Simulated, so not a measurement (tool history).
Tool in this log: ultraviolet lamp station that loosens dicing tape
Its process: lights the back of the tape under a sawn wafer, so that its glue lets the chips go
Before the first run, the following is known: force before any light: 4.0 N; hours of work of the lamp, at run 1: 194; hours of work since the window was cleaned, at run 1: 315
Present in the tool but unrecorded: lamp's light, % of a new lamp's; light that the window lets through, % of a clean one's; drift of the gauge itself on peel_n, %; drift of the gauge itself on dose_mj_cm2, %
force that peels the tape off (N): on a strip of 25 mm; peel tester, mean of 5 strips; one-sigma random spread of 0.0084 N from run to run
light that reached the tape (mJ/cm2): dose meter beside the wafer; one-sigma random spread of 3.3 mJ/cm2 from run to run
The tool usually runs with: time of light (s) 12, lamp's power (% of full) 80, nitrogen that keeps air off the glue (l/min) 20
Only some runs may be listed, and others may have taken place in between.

run	hour	time of light (s)	lamp's power (% of full)	nitrogen that keeps air off the glue (l/min)	hours of work of the lamp	hours of work since the window was cleaned	force that peels the tape off (N)	light that reached the tape (mJ/cm2)
1	0.0	12	80	20	194	315	0.572	412
2	37.5	12	80	20	211	331	0.571	403
3	57.7	12	80	20	220	340	0.609	405
4	90.6	12	80	20	234	355	0.584	396
5	130.6	12	80	20	252	373	0.612	389
6	162.6	12	80	20	267	387	0.636	384
7	200.6	12	80	20	284	404	0.668	371
8	229.0	12	80	20	296	417	0.677	363
9	272.4	12	80	20	316	437	0.701	355
10	313.3	12	80	20	334	455	0.736	347
11	340.6	12	80	20	346	467	0.745	346
12	374.4	12	80	14	361	482	0.911	337
13	410.5	12	80	14	378	498	0.969	331
# hour 444.8: window cleaned of glue's vapour
14	455.6	12	80	14	398	5	1.134	299
15	478.3	14	80	14	408	15	0.913	343
16	518.5	12	80	20	426	33	0.977	283
17	541.6	12	72	20	436	43	1.164	259
18	586.4	12	72	20	456	63	1.193	245
19	608.7	12	80	13	466	73	1.284	273
# hour 633.9: window cleaned of glue's vapour, once more
20	646.2	12	80	13	483	6	0.973	332
21	670.0	12	80	20	493	16	0.837	326
22	709.9	12	80	20	511	34	0.864	319
23	754.0	12	80	8	531	54	1.314	313
24	792.6	10	74	20	548	71	1.275	234
25	831.1	8	64	6	566	88	2.473	156
26	879.8	12	80	13	587	110	1.179	289
27	915.2	22	67	13	603	126	0.663	427
28	939.4	22	67	13	614	137	0.700	421
# hour 960.5: lamp changed
29	962.7	8	62	17	1	147	1.198	265
30	995.7	13	98	20	16	162	0.222	663
31	1024.4	13	98	6	29	174	0.506	663
32	1058.9	15	78	39	44	190	0.180	595
33	1098.7	9	69	20	62	208	0.875	308
34	1146.4	20	90	20	83	229	0.126	885
35	1187.4	20	90	20	102	247	0.133	866
36	1225.5	12	80	9	119	264	0.766	452
37	1256.1	12	80	9	132	278	0.781	448
38	1295.3	12	80	9	150	296	0.808	435
39	1344.4	12	80	9	172	318	0.846	428
40	1391.1	12	62	10	193	339	1.162	323
41	1412.2	8	86	40	202	348	0.687	299
42	1455.9	8	86	40	222	368	0.715	288
43	1500.0	8	86	26	242	387	0.915	283

Take each entry between the runs: how does the hidden state at the last listed run before it differ from the hidden state at the first listed run after it?
Between runs 13 and 14: window cleaned of glue's vapour (hour 444.8)
  lamp's light, % of a new lamp's: 70.5 -> 69; light that the window lets through, % of a clean one's: 88.2 -> 81
  difference, measured minus the result without the unlogged condition, force that peels the tape off (N): +0.530 -> +0.684; light that reached the tape (mJ/cm2): -203 -> -236
Between runs 19 and 20: window cleaned of glue's vapour, once more (hour 633.9)
  lamp's light, % of a new lamp's: 64.1 -> 63; light that the window lets through, % of a clean one's: 79.4 -> 99
  difference, measured minus the result without the unlogged condition, force that peels the tape off (N): +0.822 -> +0.523; light that reached the tape (mJ/cm2): -262 -> -202
Between runs 28 and 29: lamp changed (hour 960.5)
  lamp's light, % of a new lamp's: 53.3 -> 99.6; light that the window lets through, % of a clean one's: 95.9 -> 95.7
  difference, measured minus the result without the unlogged condition, force that peels the tape off (N): +0.503 -> +0.067; light that reached the tape (mJ/cm2): -402 -> -13
